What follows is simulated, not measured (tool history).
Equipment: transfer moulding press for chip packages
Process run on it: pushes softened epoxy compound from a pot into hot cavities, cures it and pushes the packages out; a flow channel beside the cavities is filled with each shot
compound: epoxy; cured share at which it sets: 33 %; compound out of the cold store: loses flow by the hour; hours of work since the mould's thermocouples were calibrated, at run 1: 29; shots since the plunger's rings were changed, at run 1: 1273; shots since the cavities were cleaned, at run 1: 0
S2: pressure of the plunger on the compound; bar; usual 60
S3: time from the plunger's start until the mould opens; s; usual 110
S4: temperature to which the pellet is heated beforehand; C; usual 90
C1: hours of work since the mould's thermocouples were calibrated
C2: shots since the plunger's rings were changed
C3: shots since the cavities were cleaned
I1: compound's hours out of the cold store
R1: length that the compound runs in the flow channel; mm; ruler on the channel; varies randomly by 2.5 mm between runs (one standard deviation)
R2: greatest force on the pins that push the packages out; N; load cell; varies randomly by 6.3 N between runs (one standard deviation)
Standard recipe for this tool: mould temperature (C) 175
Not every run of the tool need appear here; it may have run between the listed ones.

{"run": 1, "hour": 0.0, "mould temperature (C)": 175, "S2": 60, "S3": 110, "S4": 90, "C1": 29, "C2": 1273, "C3": 0, "I1": 9.6, "R1": 745, "R2": 248}
{"run": 2, "hour": 15.2, "mould temperature (C)": 175, "S2": 60, "S3": 110, "S4": 90, "C1": 40, "C2": 1459, "C3": 186, "I1": 47.5, "R1": 572, "R2": 323}
{"run": 3, "hour": 26.0, "mould temperature (C)": 175, "S2": 60, "S3": 110, "S4": 90, "C1": 48, "C2": 1592, "C3": 319, "I1": 40.3, "R1": 602, "R2": 359}
{"run": 4, "hour": 35.3, "mould temperature (C)": 175, "S2": 60, "S3": 110, "S4": 90, "C1": 55, "C2": 1706, "C3": 433, "I1": 31, "R1": 640, "R2": 386}
{"run": 5, "hour": 44.4, "mould temperature (C)": 175, "S2": 60, "S3": 110, "S4": 90, "C1": 62, "C2": 1817, "C3": 544, "I1": 42.7, "R1": 590, "R2": 399}
{"run": 6, "hour": 54.2, "mould temperature (C)": 175, "S2": 60, "S3": 110, "S4": 90, "C1": 70, "C2": 1938, "C3": 665, "I1": 36.4, "R1": 615, "R2": 410}
{"run": 7, "hour": 64.7, "mould temperature (C)": 178, "S2": 60, "S3": 110, "S4": 90, "C1": 78, "C2": 2067, "C3": 794, "I1": 11.2, "R1": 713, "R2": 404}
{"run": 8, "hour": 73.2, "mould temperature (C)": 178, "S2": 60, "S3": 110, "S4": 90, "C1": 84, "C2": 2170, "C3": 897, "I1": 15.9, "R1": 688, "R2": 410}
{"run": 9, "hour": 83.6, "mould temperature (C)": 175, "S2": 60, "S3": 110, "S4": 88, "C1": 92, "C2": 2298, "C3": 1025, "I1": 29.8, "R1": 636, "R2": 435}
{"hour": 95.7, "done": "cavities cleaned with cleaning compound and waxed"}
{"run": 10, "hour": 99.4, "mould temperature (C)": 175, "S2": 60, "S3": 110, "S4": 88, "C1": 102, "C2": 2473, "C3": 46, "I1": 45.8, "R1": 566, "R2": 552}
{"run": 11, "hour": 109.2, "mould temperature (C)": 175, "S2": 60, "S3": 110, "S4": 88, "C1": 110, "C2": 2593, "C3": 166, "I1": 30.3, "R1": 632, "R2": 528}
{"run": 12, "hour": 123.3, "mould temperature (C)": 175, "S2": 60, "S3": 110, "S4": 88, "C1": 120, "C2": 2766, "C3": 339, "I1": 15.8, "R1": 689, "R2": 495}
{"hour": 134.5, "done": "cavities cleaned with cleaning compound and waxed, once more"}
{"run": 13, "hour": 137.1, "mould temperature (C)": 172, "S2": 61.4, "S3": 129, "S4": 87, "C1": 130, "C2": 2918, "C3": 32, "I1": 44.5, "R1": 586, "R2": 258}
{"run": 14, "hour": 152.1, "mould temperature (C)": 172, "S2": 61.4, "S3": 129, "S4": 87, "C1": 141, "C2": 3101, "C3": 215, "I1": 47.6, "R1": 572, "R2": 317}
{"run": 15, "hour": 160.9, "mould temperature (C)": 172, "S2": 61.4, "S3": 129, "S4": 87, "C1": 148, "C2": 3209, "C3": 323, "I1": 10.2, "R1": 739, "R2": 353}
{"hour": 165.0, "done": "plunger's sealing rings changed"}
{"run": 16, "hour": 174.5, "mould temperature (C)": 174, "S2": 60, "S3": 105, "S4": 92, "C1": 156, "C2": 117, "C3": 460, "I1": 28.5, "R1": 679, "R2": 405}
{"run": 17, "hour": 186.8, "mould temperature (C)": 172, "S2": 60, "S3": 105, "S4": 86, "C1": 165, "C2": 267, "C3": 610, "I1": 44.4, "R1": 617, "R2": 462}
{"run": 18, "hour": 193.6, "mould temperature (C)": 168, "S2": 69.3, "S3": 105, "S4": 89, "C1": 170, "C2": 350, "C3": 693, "I1": 13.5, "R1": 841, "R2": 679}
{"run": 19, "hour": 207.9, "mould temperature (C)": 168, "S2": 67.9, "S3": 105, "S4": 99, "C1": 181, "C2": 526, "C3": 869, "I1": 36.7, "R1": 705, "R2": 599}
{"run": 20, "hour": 221.2, "mould temperature (C)": 175, "S2": 60, "S3": 110, "S4": 83, "C1": 191, "C2": 689, "C3": 1032, "I1": 47.1, "R1": 587, "R2": 441}
{"hour": 233.0, "done": "cavities cleaned with cleaning compound and waxed"}
{"run": 21, "hour": 234.3, "mould temperature (C)": 175, "S2": 60, "S3": 110, "S4": 83, "C1": 200, "C2": 831, "C3": 16, "I1": 19, "R1": 717, "R2": 257}
{"run": 22, "hour": 246.3, "mould temperature (C)": 175, "S2": 60, "S3": 110, "S4": 83, "C1": 209, "C2": 978, "C3": 163, "I1": 12, "R1": 742, "R2": 326}
{"run": 23, "hour": 256.9, "mould temperature (C)": 175, "S2": 60, "S3": 110, "S4": 83, "C1": 217, "C2": 1108, "C3": 293, "I1": 17.4, "R1": 719, "R2": 345}

Forecast each of these 4 alternatives for the next run:
{"run": "A", "hour": 273.0, "mould temperature (C)": 175, "S2": 53.6, "S3": 92, "S4": 90, "C1": 229, "C2": 1305, "C3": 490, "I1": 14, "R1": "?", "R2": "?"}
{"run": "B", "hour": 273.0, "mould temperature (C)": 176, "S2": 51.4, "S3": 110, "S4": 87, "C1": 229, "C2": 1305, "C3": 490, "I1": 10, "R1": "?", "R2": "?"}
{"run": "C", "hour": 273.0, "mould temperature (C)": 175, "S2": 60, "S3": 120, "S4": 98, "C1": 229, "C2": 1305, "C3": 490, "I1": 15.2, "R1": "?", "R2": "?"}
{"run": "D", "hour": 273.0, "mould temperature (C)": 182, "S2": 60, "S3": 110, "S4": 96, "C1": 229, "C2": 1305, "C3": 490, "I1": 15.7, "R1": "?", "R2": "?"}

run=A R1=689 R2=485
run=B R1=689 R2=401
run=C R1=728 R2=380
run=D R1=689 R2=374
With the hidden condition removed and each run's random variation left untouched, the same runs would have given:
run=A R1=706 R2=292
run=B R1=706 R2=247
run=C R1=746 R2=232
run=D R1=706 R2=231
